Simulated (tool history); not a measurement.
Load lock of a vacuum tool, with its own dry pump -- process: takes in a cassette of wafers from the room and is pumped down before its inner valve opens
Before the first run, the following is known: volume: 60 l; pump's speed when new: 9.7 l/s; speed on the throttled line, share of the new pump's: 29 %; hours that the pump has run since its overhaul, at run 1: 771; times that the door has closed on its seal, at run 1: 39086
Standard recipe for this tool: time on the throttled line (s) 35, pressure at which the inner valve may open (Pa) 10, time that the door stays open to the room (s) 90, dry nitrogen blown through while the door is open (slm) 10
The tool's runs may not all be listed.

run,hour,time on the throttled line (s),pressure at which the inner valve may open (Pa),time that the door stays open to the room (s),dry nitrogen blown through while the door is open (slm),hours that the pump has run since its overhaul,times that the door has closed on its seal,"incoming humidity of the room's air, %",time from the closed door until the inner valve may open (s),rise of the pressure with all valves shut (Pa/min)
1,0.0,35,10,90,10,771,39086,47.1,82.5,0.033
2,546.3,19,10,90,10,1317,41555,41.4,72.2,0.033
3,1223.5,35,10,90,10,1994,44617,46.1,81.5,0.031
# hour 1371.3: door's seal changed, seat wiped
4,1706.9,35,10,90,10,2476,1517,45.7,81.3,0.036
5,2291.3,35,10,90,9,3060,4159,43.3,83.1,0.027
6,2810.3,35,15,90,10,3579,6506,42.2,79.7,0.026
7,3169.7,35,10,116,10,3939,8131,47.7,82.5,0.040
8,3701.3,35,10,116,10,4470,10534,42.1,81.2,0.038
9,4351.3,35,10,88,10,5120,13473,43.7,83.8,0.027
10,4642.2,35,10,90,10,5411,14788,44.9,82.9,0.029
11,5065.2,35,10,90,10,5834,16701,44.7,81.6,0.029
12,5703.7,35,10,90,8,6473,19587,45.4,83.3,0.030
13,5986.6,35,10,90,10,6756,20866,44.3,82.8,0.035
14,6445.1,35,10,90,10,7214,22939,45.7,83.3,0.031
15,6830.1,35,10,90,10,7599,24680,44.9,82.1,0.027
16,7402.5,35,10,90,10,8172,27268,43.6,81.8,0.025
17,8049.3,35,10,90,10,8818,30192,42.6,81.6,0.027
18,8505.8,35,10,90,16,9275,32256,44.4,82.5,0.026
19,9046.5,35,10,90,16,9816,34700,45.8,82.3,0.024
20,9679.6,35,10,90,17,10449,37563,44.3,81.7,0.025
21,10337.8,50,10,90,10,11107,40538,43.5,92.3,0.033
22,10720.0,37,19,119,35,11489,42267,43.2,79.1,0.027
23,11000.9,35,10,30,6,11770,43536,44.6,83.1,0.010
# hour 11392.7: door's seal changed, seat wiped
24,11550.2,35,10,30,6,12318,713,46.4,83.4,0.013
25,12041.4,35,10,83,10,12809,2933,43.9,82.6,0.024
26,12716.9,35,16,186,13,13484,5987,44.6,80.5,0.043
27,13325.8,35,16,186,13,14093,8740,45.0,79.9,0.043
28,13822.3,18,12,132,5,14590,10985,44.3,70.0,0.040
29,14215.8,33,10,90,10,14983,12764,43.5,80.4,0.032
30,14498.4,35,8,90,10,15266,14042,42.5,84.0,0.031
31,15006.5,35,8,90,10,15774,16339,47.5,83.6,0.032
32,15414.2,35,12,79,10,16182,18182,46.6,80.1,0.030
33,15932.8,35,11,79,16,16700,20527,43.3,81.8,0.024
34,16572.3,35,11,79,16,17340,23418,45.3,81.8,0.025
35,17121.1,42,17,31,14,17889,25899,44.5,83.4,0.017
36,17675.9,42,11,35,4,18443,28408,42.8,87.3,0.022

Hidden state at the last listed run before each entry between runs and at the first one after, where it differs:
Runs 3 to 4: door's seal changed, seat wiped (hour 1371.3)
  leak at the door's seal, Pa l/s: 0.0044 -> 0.002
  measured result minus the result with no hidden state, rise of the pressure with all valves shut (Pa/min): +0.003 -> +0.000
Runs 23 to 24: door's seal changed, seat wiped (hour 11392.7)
  leak at the door's seal, Pa l/s: 0.0043 -> 0.002
  measured result minus the result with no hidden state, rise of the pressure with all valves shut (Pa/min): +0.002 -> +0.000
